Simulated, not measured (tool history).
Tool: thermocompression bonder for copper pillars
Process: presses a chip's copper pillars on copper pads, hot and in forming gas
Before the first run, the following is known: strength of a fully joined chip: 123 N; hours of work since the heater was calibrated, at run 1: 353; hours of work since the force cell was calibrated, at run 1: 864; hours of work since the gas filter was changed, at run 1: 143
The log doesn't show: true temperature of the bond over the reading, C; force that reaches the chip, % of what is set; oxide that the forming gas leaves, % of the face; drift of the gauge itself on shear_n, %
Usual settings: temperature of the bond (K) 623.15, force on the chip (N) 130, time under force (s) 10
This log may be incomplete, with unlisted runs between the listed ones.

run,hour,temperature of the bond (K),force on the chip (N),time under force (s),hours of work since the heater was calibrated,hours of work since the force cell was calibrated,hours of work since the gas filter was changed,force that shears a chip off (N)
1,0.0,623.15,130,10,353,864,143,64.3
2,50.6,623.15,120,10,386,896,176,60.4
3,97.8,623.15,120,10,416,927,206,59.4
4,142.0,623.15,130,15,445,955,234,70.8
5,166.0,623.15,130,10,460,971,250,63.5
6,211.2,623.15,130,10,490,1000,279,62.8
# hour 245.3: force cell calibrated
7,262.9,623.15,85,10,522,11,312,49.0
8,292.8,623.15,85,10,541,31,331,47.1
# hour 311.3: forming gas filter changed
9,326.6,623.15,85,10,563,52,10,51.2
10,378.0,623.15,130,10,596,85,43,69.7
11,432.1,615.15,130,10,631,120,78,63.6
12,482.1,623.15,159,10,663,153,110,75.1
13,538.0,623.15,159,10,699,189,146,75.4
14,588.2,595.15,130,10,731,221,179,49.9
15,638.8,595.15,130,10,764,254,211,49.1
16,686.2,595.15,130,10,795,284,242,48.2
17,738.2,652.15,130,10,828,318,275,78.8
18,793.4,652.15,130,10,864,353,311,76.9
19,829.2,623.15,131,10,887,377,334,62.2
# hour 841.7: forming gas filter changed
20,886.3,634.15,131,14,924,413,29,81.2
21,943.7,613.15,97,17,961,450,66,58.9
22,996.2,613.15,97,17,994,484,100,57.5
23,1043.3,643.15,128,9,1025,514,130,72.4
24,1085.0,632.15,128,13,1052,541,157,71.8
25,1141.3,641.15,130,13,1088,578,193,78.7
26,1171.4,602.15,177,14,1107,597,213,69.5
27,1217.2,623.15,97,16,1137,627,242,58.8
28,1248.0,623.15,97,16,1157,646,262,58.5
29,1305.8,623.15,97,10,1194,684,299,47.0
30,1332.9,623.15,97,10,1212,701,317,47.2
31,1363.0,629.15,97,11,1231,721,336,52.2
# hour 1371.2: forming gas filter changed
32,1407.7,629.15,97,11,1260,749,24,56.2
33,1440.9,613.15,143,10,1281,771,45,62.3

Forecast run 34:
34,1485.6,613.15,143,10,1310,799,74,?

force that shears a chip off (N): 61.9
Without the tool's hidden state the same run would have given force that shears a chip off (N) 74.0.
